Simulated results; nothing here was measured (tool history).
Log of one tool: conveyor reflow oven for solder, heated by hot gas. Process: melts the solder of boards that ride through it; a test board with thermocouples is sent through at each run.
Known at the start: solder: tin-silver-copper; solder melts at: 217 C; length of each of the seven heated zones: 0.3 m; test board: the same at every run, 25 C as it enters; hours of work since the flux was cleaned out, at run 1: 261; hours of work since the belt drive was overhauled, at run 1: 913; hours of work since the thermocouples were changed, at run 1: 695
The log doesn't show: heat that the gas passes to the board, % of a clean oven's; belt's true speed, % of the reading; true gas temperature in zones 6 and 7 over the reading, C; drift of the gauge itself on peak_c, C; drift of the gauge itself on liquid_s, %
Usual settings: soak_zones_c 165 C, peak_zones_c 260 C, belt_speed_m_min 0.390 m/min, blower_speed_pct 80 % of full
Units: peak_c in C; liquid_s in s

run	hour	soak_zones_c	peak_zones_c	belt_speed_m_min	blower_speed_pct	hours of work since the flux was cleaned out	hours of work since the belt drive was overhauled	hours of work since the thermocouples were changed	peak_c	liquid_s
1	0.0	165	260	0.390	80	261	913	695	244.1	57.9
2	33.6	165	260	0.390	76	282	933	715	243.0	56.8
3	91.9	165	260	0.390	76	317	969	750	242.9	55.7
# hour 106.6: flux residue cleaned out of gas plates and filters
4	142.1	165	260	0.390	76	21	996	778	246.7	61.2
5	201.9	165	260	0.390	76	58	1032	814	246.3	60.9
6	257.7	165	260	0.390	85	91	1066	847	247.5	62.9
7	286.9	165	260	0.390	85	109	1083	865	247.6	62.4
8	351.6	165	260	0.390	85	148	1122	904	247.0	62.9
9	379.1	165	260	0.392	80	165	1139	921	246.1	60.5
# hour 388.6: belt drive overhauled, speed set with a stopwatch
10	411.8	158	260	0.390	80	182	14	938	244.2	54.1
11	443.3	158	260	0.390	80	201	33	957	243.5	53.4
12	508.5	165	260	0.390	80	240	72	996	244.6	57.8
13	553.9	165	260	0.390	80	268	100	1024	244.2	57.2
14	597.7	165	256	0.390	80	294	126	1050	241.0	53.4
15	642.6	165	256	0.390	80	321	153	1077	240.5	52.0
# hour 652.7: flux residue cleaned out of gas plates and filters
16	707.0	165	256	0.347	84	33	189	1113	248.1	71.9
17	763.4	159	260	0.377	80	67	223	1147	247.6	61.7
18	824.5	168	260	0.316	80	104	260	1184	253.4	87.2

Forecast run 19:
19	886.7	168	260	0.316	82	141	298	1222	?	?

Run 19 gave peak_c 253.5 C, liquid_s 86.7 s.
Without the tool's hidden state the same run would have given peak_c 250.9 C, liquid_s 84.5 s.

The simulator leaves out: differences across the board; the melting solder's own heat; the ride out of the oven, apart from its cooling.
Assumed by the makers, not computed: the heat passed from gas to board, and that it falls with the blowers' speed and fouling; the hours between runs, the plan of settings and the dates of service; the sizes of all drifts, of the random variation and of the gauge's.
